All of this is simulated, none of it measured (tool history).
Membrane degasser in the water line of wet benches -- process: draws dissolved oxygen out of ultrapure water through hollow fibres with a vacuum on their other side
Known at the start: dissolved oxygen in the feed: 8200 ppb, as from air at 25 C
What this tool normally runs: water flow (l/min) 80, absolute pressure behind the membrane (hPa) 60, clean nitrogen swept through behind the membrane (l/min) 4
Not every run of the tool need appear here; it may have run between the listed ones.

run,hour,water flow (l/min),absolute pressure behind the membrane (hPa),clean nitrogen swept through behind the membrane (l/min),dissolved oxygen in the water behind the degasser (ppb),pressure that the water loses in the fibres (hPa)
1,0,80,60,4,128.8,661.8
2,33.6,80,60,4,131,666.3
# hour 85.5: seals of the vacuum lines changed
3,94.2,80,60,4,131.2,660.6
4,153.2,80,60,4,130.8,668.3
5,198.1,80,60,4,133.1,666
6,250.8,80,81.9,4,225,666.4
7,313.8,96,60,4,154.4,798.6
8,363,80,88.7,4,252.3,663
9,406.4,80,60,4,130.7,664.1
10,463.6,80,60,4,132.4,667.4
11,501.7,80,60,4,132.6,663.2
12,549,80,60,4,131.1,661.5
13,597.8,80,60,4,132.7,667.3

What does the tool deliver on the next run?
# hour 603: vacuum gauge calibrated
14,659.3,49,37.1,2.14,?,?

Run 14 measured dissolved oxygen in the water behind the degasser (ppb) 36.1, pressure that the water loses in the fibres (hPa) 409.4.
Minus the tool's unlogged condition, the same run would have read dissolved oxygen in the water behind the degasser (ppb) 25.7, pressure that the water loses in the fibres (hPa) 397.8.
